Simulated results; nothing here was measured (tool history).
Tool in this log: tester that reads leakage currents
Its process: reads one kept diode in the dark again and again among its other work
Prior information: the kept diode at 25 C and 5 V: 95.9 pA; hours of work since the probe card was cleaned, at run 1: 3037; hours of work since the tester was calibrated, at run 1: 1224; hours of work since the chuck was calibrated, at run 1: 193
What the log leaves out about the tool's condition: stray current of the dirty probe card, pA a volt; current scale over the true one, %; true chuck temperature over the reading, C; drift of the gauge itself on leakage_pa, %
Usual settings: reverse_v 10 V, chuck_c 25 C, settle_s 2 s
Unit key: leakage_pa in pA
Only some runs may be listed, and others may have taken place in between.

run	hour	reverse_v	chuck_c	settle_s	hours of work since the probe card was cleaned	hours of work since the tester was calibrated	hours of work since the chuck was calibrated	leakage_pa
1	0	10	25	2	3037	1224	193	129.45
2	155.1	10	25	2	3158	1345	313	127.41
3	315.4	10	25	2	3282	1469	438	125.57
4	468.4	10	25	2	3401	1588	557	124.01
5	555.3	10	25	2	3468	1656	624	123.68
# hour 591.9: probe card cleaned and baked
6	661.4	10	25	2	54	1736	704	116.39
7	783.3	10	25	2	149	1830	799	115.2
8	920	10	25	2	255	1937	905	113.8
9	1039.6	10	25	2	348	2029	998	112.59
10	1139.8	10	25	2	426	2107	1076	111.6
11	1229.7	3.5	25	2	495	2177	1146	73.85
12	1334.5	3.5	25	2	577	2258	1227	73.22
13	1466.8	10	25	2	680	2361	1330	108.52
14	1625.1	10	25	2	803	2484	1453	106.96
15	1720.6	10	25	2	877	2558	1527	106.11
# hour 1827.8: chuck's temperature calibrated
16	1903.5	10	25	2	1017	2699	59	121.84
17	2095.6	10	25	2	1166	2848	208	119.56
18	2187.9	1.4	25	2.58	1238	2920	280	55.21
19	2279.8	3.6	22	1.58	1309	2991	351	59.18
20	2397.3	2.8	34	7.01	1401	3082	442	165.48
21	2570.5	2.8	34	7.01	1535	3217	577	162.54
22	2766.4	2.8	34	7.01	1687	3369	729	159.38
23	2959.4	3.2	25	8.47	1837	3519	879	70.56
24	3106.8	3.2	25	8.47	1952	3634	993	69.43
25	3211.4	1.2	44	0.51	2033	3715	1075	272.37
26	3301.4	4.6	25	2	2103	3785	1145	79.12

The next listed run, before its measurement:
27	3472.6	4.6	25	2	2236	3918	1278	?

{"run 27": {"leakage_pa": 77.54}}
If the tool had no hidden condition, the same run with the same run-to-run variation would have returned leakage_pa 93.03 pA.

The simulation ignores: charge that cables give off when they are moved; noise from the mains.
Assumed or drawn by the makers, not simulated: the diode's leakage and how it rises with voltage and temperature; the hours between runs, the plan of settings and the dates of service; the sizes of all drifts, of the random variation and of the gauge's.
